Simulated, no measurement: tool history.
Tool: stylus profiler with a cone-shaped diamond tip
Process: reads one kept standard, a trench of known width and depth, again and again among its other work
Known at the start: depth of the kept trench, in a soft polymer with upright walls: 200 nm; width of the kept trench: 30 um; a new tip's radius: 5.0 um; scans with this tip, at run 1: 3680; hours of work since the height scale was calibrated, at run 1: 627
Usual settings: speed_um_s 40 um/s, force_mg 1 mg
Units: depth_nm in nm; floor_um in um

run	hour	speed_um_s	force_mg	scans with this tip	hours of work since the height scale was calibrated	depth_nm	floor_um
1	0	40	1	3680	627	200.58	26.89
2	27.4	40	1	3801	648	200.61	26.87
3	46.6	40	1	3886	662	200.71	26.87
4	64.9	40	1	3967	676	200.71	26.9
5	88.6	89	1	4071	694	200.68	26.54
6	112.7	89	1	4177	712	200.62	26.51
7	143.1	20	1	4311	735	200.44	27.08
8	158.7	20	1	4380	746	200.53	27.04
9	181.8	23	1	4482	764	200.7	27.01
10	214.8	40	2.25	4627	788	201.13	26.97
11	234.7	40	2.25	4715	803	201.23	27.02
12	270	40	2.25	4870	830	201.18	27
13	300	40	1	5002	852	200.59	26.89
14	336.8	40	1	5165	880	200.59	26.91
15	361.6	40	1.51	5274	899	200.87	26.98
16	378.7	40	1.51	5349	911	200.95	27.01
17	404.1	40	1	5461	930	200.65	26.86
18	421.7	55	2.12	5539	944	201.01	26.9
19	436.7	55	2.12	5605	955	201.03	26.87
20	469.8	55	2.12	5751	980	201.01	26.92
21	501.4	40	2.99	5890	1004	201.27	27.03
22	526.8	26	1.22	6002	1023	200.79	26.98
23	558.7	67	2.86	6143	1047	201.2	26.93
24	583.9	67	2.86	6254	1066	201.22	26.91
25	607.8	53	0.6	6359	1084	200.64	26.71
26	638.5	53	0.6	6494	1107	200.45	26.67
27	663.6	53	0.94	6605	1125	200.45	26.77
28	689	23	0.49	6717	1144	200.46	26.95
29	721.1	73	1.73	6858	1169	200.8	26.81
30	748	46	0.98	6977	1189	200.63	26.87
31	782.1	16	1.09	7127	1214	200.64	27.15
32	819.1	16	1.09	7290	1242	200.64	27.09
33	853.6	40	0.69	7442	1268	200.42	26.82

3 ways to go on from here, each from the tool as it stands after run 33. What would each give?
A	875.8	77	0.46	7540	1285	?	?
B	875.8	38	1.07	7540	1285	?	?
C	875.8	11	1.19	7540	1285	?	?

run	depth_nm	floor_um
A	200.36	26.37
B	200.58	26.92
C	200.72	27.18
Without the tool's hidden state the same runs would have given:
run	depth_nm	floor_um
A	200.37	26.38
B	200.59	26.93
C	200.73	27.19
